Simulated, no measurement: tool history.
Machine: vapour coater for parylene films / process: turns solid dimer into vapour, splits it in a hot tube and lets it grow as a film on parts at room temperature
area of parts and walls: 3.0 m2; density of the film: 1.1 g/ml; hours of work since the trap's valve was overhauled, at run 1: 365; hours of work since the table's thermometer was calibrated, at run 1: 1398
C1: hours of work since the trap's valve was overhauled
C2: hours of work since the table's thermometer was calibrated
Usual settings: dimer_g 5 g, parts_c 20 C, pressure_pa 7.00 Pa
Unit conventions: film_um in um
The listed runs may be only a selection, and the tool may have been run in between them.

{"run": 1, "hour": 0.0, "dimer_g": 5, "parts_c": 20, "pressure_pa": 7.0, "C1": 365, "C2": 1398, "film_um": 0.982}
{"hour": 15.3, "done": "trap's valve overhauled"}
{"run": 2, "hour": 84.6, "dimer_g": 5, "parts_c": 20, "pressure_pa": 7.0, "C1": 59, "C2": 1467, "film_um": 1.068}
{"run": 3, "hour": 161.4, "dimer_g": 5, "parts_c": 20, "pressure_pa": 2.74, "C1": 125, "C2": 1533, "film_um": 1.341}
{"hour": 183.6, "done": "table's thermometer calibrated"}
{"run": 4, "hour": 232.8, "dimer_g": 4, "parts_c": 20, "pressure_pa": 7.0, "C1": 185, "C2": 42, "film_um": 0.816}
{"run": 5, "hour": 302.7, "dimer_g": 5, "parts_c": 14, "pressure_pa": 7.0, "C1": 245, "C2": 102, "film_um": 1.131}
{"run": 6, "hour": 377.3, "dimer_g": 5, "parts_c": 14, "pressure_pa": 7.0, "C1": 308, "C2": 165, "film_um": 1.115}
{"run": 7, "hour": 410.3, "dimer_g": 5, "parts_c": 14, "pressure_pa": 7.0, "C1": 336, "C2": 194, "film_um": 1.092}
{"hour": 416.4, "done": "table's thermometer calibrated, once more"}
{"hour": 458.5, "done": "trap's valve overhauled"}
{"run": 8, "hour": 470.1, "dimer_g": 5, "parts_c": 14, "pressure_pa": 7.0, "C1": 10, "C2": 42, "film_um": 1.189}
{"run": 9, "hour": 540.4, "dimer_g": 2, "parts_c": 20, "pressure_pa": 7.0, "C1": 70, "C2": 102, "film_um": 0.428}
{"run": 10, "hour": 610.5, "dimer_g": 2, "parts_c": 20, "pressure_pa": 7.0, "C1": 130, "C2": 162, "film_um": 0.421}
{"run": 11, "hour": 643.9, "dimer_g": 8, "parts_c": 20, "pressure_pa": 7.0, "C1": 158, "C2": 191, "film_um": 1.666}
{"run": 12, "hour": 685.0, "dimer_g": 8, "parts_c": 20, "pressure_pa": 7.0, "C1": 193, "C2": 226, "film_um": 1.65}
{"run": 13, "hour": 760.9, "dimer_g": 8, "parts_c": 20, "pressure_pa": 7.0, "C1": 258, "C2": 291, "film_um": 1.615}
{"run": 14, "hour": 829.0, "dimer_g": 5, "parts_c": 20, "pressure_pa": 7.0, "C1": 316, "C2": 349, "film_um": 1.002}
{"run": 15, "hour": 871.6, "dimer_g": 3, "parts_c": 20, "pressure_pa": 7.0, "C1": 353, "C2": 385, "film_um": 0.594}
{"hour": 902.4, "done": "trap's valve overhauled"}
{"run": 16, "hour": 941.1, "dimer_g": 5, "parts_c": 20, "pressure_pa": 2.02, "C1": 33, "C2": 441, "film_um": 1.464}
{"run": 17, "hour": 988.7, "dimer_g": 5, "parts_c": 20, "pressure_pa": 7.0, "C1": 74, "C2": 482, "film_um": 1.046}
{"run": 18, "hour": 1034.9, "dimer_g": 5, "parts_c": 20, "pressure_pa": 7.0, "C1": 113, "C2": 521, "film_um": 1.053}
{"run": 19, "hour": 1099.2, "dimer_g": 5, "parts_c": 20, "pressure_pa": 7.0, "C1": 168, "C2": 576, "film_um": 1.036}
{"run": 20, "hour": 1164.3, "dimer_g": 5, "parts_c": 20, "pressure_pa": 7.0, "C1": 224, "C2": 632, "film_um": 1.012}
{"run": 21, "hour": 1222.3, "dimer_g": 2, "parts_c": 20, "pressure_pa": 7.0, "C1": 273, "C2": 681, "film_um": 0.405}
{"run": 22, "hour": 1283.2, "dimer_g": 5, "parts_c": 14, "pressure_pa": 7.0, "C1": 325, "C2": 733, "film_um": 1.08}
{"run": 23, "hour": 1332.0, "dimer_g": 5, "parts_c": 14, "pressure_pa": 7.0, "C1": 367, "C2": 775, "film_um": 1.085}
{"hour": 1342.9, "done": "trap's valve overhauled"}
{"run": 24, "hour": 1404.9, "dimer_g": 4, "parts_c": 23, "pressure_pa": 7.45, "C1": 53, "C2": 834, "film_um": 0.798}
{"run": 25, "hour": 1446.9, "dimer_g": 2, "parts_c": 23, "pressure_pa": 7.45, "C1": 89, "C2": 869, "film_um": 0.408}
{"run": 26, "hour": 1501.7, "dimer_g": 7, "parts_c": 13, "pressure_pa": 3.69, "C1": 136, "C2": 916, "film_um": 1.919}
{"run": 27, "hour": 1551.9, "dimer_g": 3, "parts_c": 13, "pressure_pa": 4.31, "C1": 178, "C2": 959, "film_um": 0.789}
{"run": 28, "hour": 1606.4, "dimer_g": 3, "parts_c": 13, "pressure_pa": 2.5, "C1": 225, "C2": 1006, "film_um": 0.842}
{"run": 29, "hour": 1652.8, "dimer_g": 5, "parts_c": 20, "pressure_pa": 4.62, "C1": 265, "C2": 1045, "film_um": 1.117}
{"run": 30, "hour": 1706.0, "dimer_g": 5, "parts_c": 20, "pressure_pa": 4.62, "C1": 310, "C2": 1091, "film_um": 1.104}
{"run": 31, "hour": 1751.1, "dimer_g": 2, "parts_c": 14, "pressure_pa": 7.58, "C1": 348, "C2": 1129, "film_um": 0.421}
{"hour": 1783.0, "done": "trap's valve overhauled"}
{"run": 32, "hour": 1787.5, "dimer_g": 2, "parts_c": 32, "pressure_pa": 9.67, "C1": 4, "C2": 1157, "film_um": 0.326}
{"run": 33, "hour": 1867.5, "dimer_g": 8, "parts_c": 32, "pressure_pa": 10.31, "C1": 72, "C2": 1225, "film_um": 1.286}
{"run": 34, "hour": 1906.4, "dimer_g": 4, "parts_c": 15, "pressure_pa": 2.19, "C1": 105, "C2": 1258, "film_um": 1.15}
{"run": 35, "hour": 1954.0, "dimer_g": 5, "parts_c": 26, "pressure_pa": 3.93, "C1": 146, "C2": 1299, "film_um": 1.094}
{"run": 36, "hour": 1998.5, "dimer_g": 5, "parts_c": 26, "pressure_pa": 3.93, "C1": 184, "C2": 1337, "film_um": 1.085}
{"run": 37, "hour": 2039.4, "dimer_g": 5, "parts_c": 26, "pressure_pa": 3.93, "C1": 219, "C2": 1372, "film_um": 1.085}
{"run": 38, "hour": 2111.2, "dimer_g": 5, "parts_c": 26, "pressure_pa": 3.93, "C1": 280, "C2": 1433, "film_um": 1.065}
{"run": 39, "hour": 2191.4, "dimer_g": 5, "parts_c": 26, "pressure_pa": 3.93, "C1": 349, "C2": 1502, "film_um": 1.034}
{"hour": 2225.3, "done": "trap's valve overhauled"}
{"run": 40, "hour": 2239.5, "dimer_g": 7, "parts_c": 17, "pressure_pa": 5.64, "C1": 12, "C2": 1539, "film_um": 1.671}
{"hour": 2255.6, "done": "table's thermometer calibrated"}
{"run": 41, "hour": 2292.0, "dimer_g": 4, "parts_c": 21, "pressure_pa": 3.08, "C1": 56, "C2": 31, "film_um": 1.043}
{"run": 42, "hour": 2360.4, "dimer_g": 8, "parts_c": 20, "pressure_pa": 7.44, "C1": 114, "C2": 89, "film_um": 1.665}
{"run": 43, "hour": 2436.2, "dimer_g": 8, "parts_c": 20, "pressure_pa": 7.44, "C1": 179, "C2": 154, "film_um": 1.641}
{"run": 44, "hour": 2512.1, "dimer_g": 8, "parts_c": 20, "pressure_pa": 7.44, "C1": 244, "C2": 219, "film_um": 1.616}
{"run": 45, "hour": 2549.4, "dimer_g": 5, "parts_c": 24, "pressure_pa": 8.96, "C1": 276, "C2": 251, "film_um": 0.876}
{"run": 46, "hour": 2620.9, "dimer_g": 8, "parts_c": 26, "pressure_pa": 2.6, "C1": 337, "C2": 312, "film_um": 1.82}

Alternative continuations, all from the tool just after run 46; predict every row:
{"hour": 2666.7, "done": "trap's valve overhauled"}
{"run": "A", "hour": 2701.1, "dimer_g": 5, "parts_c": 26, "pressure_pa": 2.6, "C1": 29, "C2": 377, "film_um": "?"}
{"hour": 2666.7, "done": "trap's valve overhauled"}
{"run": "B", "hour": 2701.1, "dimer_g": 5, "parts_c": 20, "pressure_pa": 10.07, "C1": 29, "C2": 377, "film_um": "?"}
{"hour": 2666.7, "done": "trap's valve overhauled"}
{"run": "C", "hour": 2701.1, "dimer_g": 7, "parts_c": 22, "pressure_pa": 7.0, "C1": 29, "C2": 377, "film_um": "?"}

run=A film_um=1.243
run=B film_um=0.982
run=C film_um=1.460
Without the tool's unlogged condition, the same runs would have read:
run=A film_um=1.258
run=B film_um=0.994
run=C film_um=1.478
